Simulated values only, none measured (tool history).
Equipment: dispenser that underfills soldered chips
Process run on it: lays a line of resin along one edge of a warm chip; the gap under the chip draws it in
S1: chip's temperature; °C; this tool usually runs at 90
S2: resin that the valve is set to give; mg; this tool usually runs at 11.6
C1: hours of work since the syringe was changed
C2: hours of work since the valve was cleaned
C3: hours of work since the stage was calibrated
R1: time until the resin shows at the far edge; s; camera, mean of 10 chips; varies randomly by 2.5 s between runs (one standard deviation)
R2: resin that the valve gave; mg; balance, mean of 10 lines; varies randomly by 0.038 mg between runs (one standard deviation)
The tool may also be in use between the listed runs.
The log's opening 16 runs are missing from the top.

run	day	S1	S2	C1	C2	C3	R1	R2
17	6.571	95	15.1	6	20	193	281.0	14.99
# day 6.812: new syringe of resin
18	6.888	90	14.7	1	26	198	269.7	14.55
19	7.325	100	12.9	9	34	206	269.0	12.77
# day 7.388: new syringe of resin
20	7.579	77	14.5	4	38	210	499.7	14.22
# day 7.946: new syringe of resin
21	8.112	77	14.5	3	48	220	496.2	14.22
# day 8.508: new syringe of resin
22	8.621	88	13.1	2	57	229	299.7	12.73
23	8.950	88	13.1	8	63	235	397.4	12.74
# day 9.092: new syringe of resin
24	9.250	97	13.0	3	68	240	219.2	12.63
# day 9.579: dispensing valve cleaned and set on the balance
25	9.621	97	13.0	9	1	246	285.4	13.02
# day 9.683: new syringe of resin
26	10.129	76	13.3	8	10	255	661.2	13.31
# day 10.267: new syringe of resin
27	10.388	95	13.3	2	14	260	236.1	13.19
28	10.746	81	13.3	9	21	266	554.6	13.09
# day 10.833: new syringe of resin
29	11.042	81	13.3	4	26	271	444.5	13.12
# day 11.404: new syringe of resin
30	11.483	83	11.6	1	34	279	369.0	11.43
# day 11.979: new syringe of resin
31	11.979	83	11.6	0	43	288	351.0	11.37
32	12.379	83	11.6	7	50	295	498.3	11.31
# day 12.533: new syringe of resin
33	12.867	83	11.6	6	59	304	461.9	11.27
# day 13.108: new syringe of resin
34	13.308	90	14.9	4	66	312	304.4	14.48
35	13.592	94	14.9	9	72	317	320.1	14.44
# day 13.696: new syringe of resin
# day 13.738: dispensing valve cleaned and set on the balance
36	14.021	87	10.2	5	5	324	403.0	10.16

Forecast each of these 3 alternatives for the next run:
# day 14.300: new syringe of resin
A	14.329	87	10.2	0	11	329	?	?
# day 14.300: new syringe of resin
B	14.329	90	10.3	0	11	329	?	?
# day 14.300: new syringe of resin
C	14.329	93	10.2	0	11	329	?	?

run	R1	R2
A	317.8	10.15
B	282.1	10.20
C	248.8	10.12
Take away the tool's hidden state, keep each run's random variation, and the runs would have read:
run	R1	R2
A	290.7	10.22
B	258.4	10.27
C	228.2	10.19
